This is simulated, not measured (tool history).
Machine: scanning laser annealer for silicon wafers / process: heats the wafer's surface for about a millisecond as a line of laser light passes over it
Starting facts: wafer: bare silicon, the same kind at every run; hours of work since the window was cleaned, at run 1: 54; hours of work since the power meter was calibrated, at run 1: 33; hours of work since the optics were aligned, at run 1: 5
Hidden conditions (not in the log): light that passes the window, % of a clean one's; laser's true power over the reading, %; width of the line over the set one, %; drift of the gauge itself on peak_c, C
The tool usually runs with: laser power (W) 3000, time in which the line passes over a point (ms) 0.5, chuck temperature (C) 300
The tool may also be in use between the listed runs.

| run | day | laser power (W) | time in which the line passes over a point (ms) | chuck temperature (C) | hours of work since the window was cleaned | hours of work since the power meter was calibrated | hours of work since the optics were aligned | highest temperature of the surface (C) |
|---|---|---|---|---|---|---|---|---|
| 1 | 0 | 3000 | 0.5 | 300 | 54 | 33 | 5 | 1070 |
| 2 | 0.425 | 3000 | 0.379 | 300 | 60 | 39 | 10 | 969 |
| 3 | 0.704 | 3269 | 0.379 | 300 | 63 | 42 | 14 | 1035 |
| 4 | 0.875 | 3269 | 0.379 | 300 | 66 | 45 | 16 | 1037 |
| 5 | 1.183 | 3269 | 0.379 | 300 | 70 | 49 | 20 | 1032 |
|  | 1.333 | laser's power meter calibrated |
| 6 | 1.721 | 3105 | 0.5 | 300 | 75 | 5 | 26 | 1098 |
| 7 | 2.054 | 3105 | 0.5 | 300 | 80 | 10 | 30 | 1099 |
| 8 | 2.317 | 2788 | 0.391 | 300 | 83 | 13 | 34 | 930 |
| 9 | 2.671 | 2893 | 0.545 | 338 | 88 | 18 | 39 | 1115 |
| 10 | 3.046 | 2893 | 0.545 | 338 | 93 | 23 | 44 | 1112 |
| 11 | 3.258 | 3171 | 0.433 | 320 | 96 | 26 | 46 | 1078 |
| 12 | 3.429 | 3060 | 0.545 | 290 | 98 | 28 | 49 | 1108 |
| 13 | 3.667 | 3163 | 0.5 | 300 | 101 | 31 | 52 | 1113 |
|  | 3.846 | laser's power meter calibrated, once more |
| 14 | 4.054 | 2931 | 0.356 | 274 | 105 | 3 | 55 | 909 |

How the hidden state differs across the entries between the runs, from the last listed run before each to the first after it:
Runs 5 to 6: laser's power meter calibrated (day 1.333)
  light that passes the window, % of a clean one's: 99.47 -> 99.44; laser's true power over the reading, %: -0.03 -> -0.04; width of the line over the set one, %: 0.28 -> 0.3
  difference, measured minus the result without the unlogged condition, highest temperature of the surface (C): -6 -> -7
Runs 13 to 14: laser's power meter calibrated, once more (day 3.846)
  light that passes the window, % of a clean one's: 99.25 -> 99.22; laser's true power over the reading, %: -0.05 -> 0.26; width of the line over the set one, %: 0.35 -> 0.36
  difference, measured minus the result without the unlogged condition, highest temperature of the surface (C): -9 -> -5
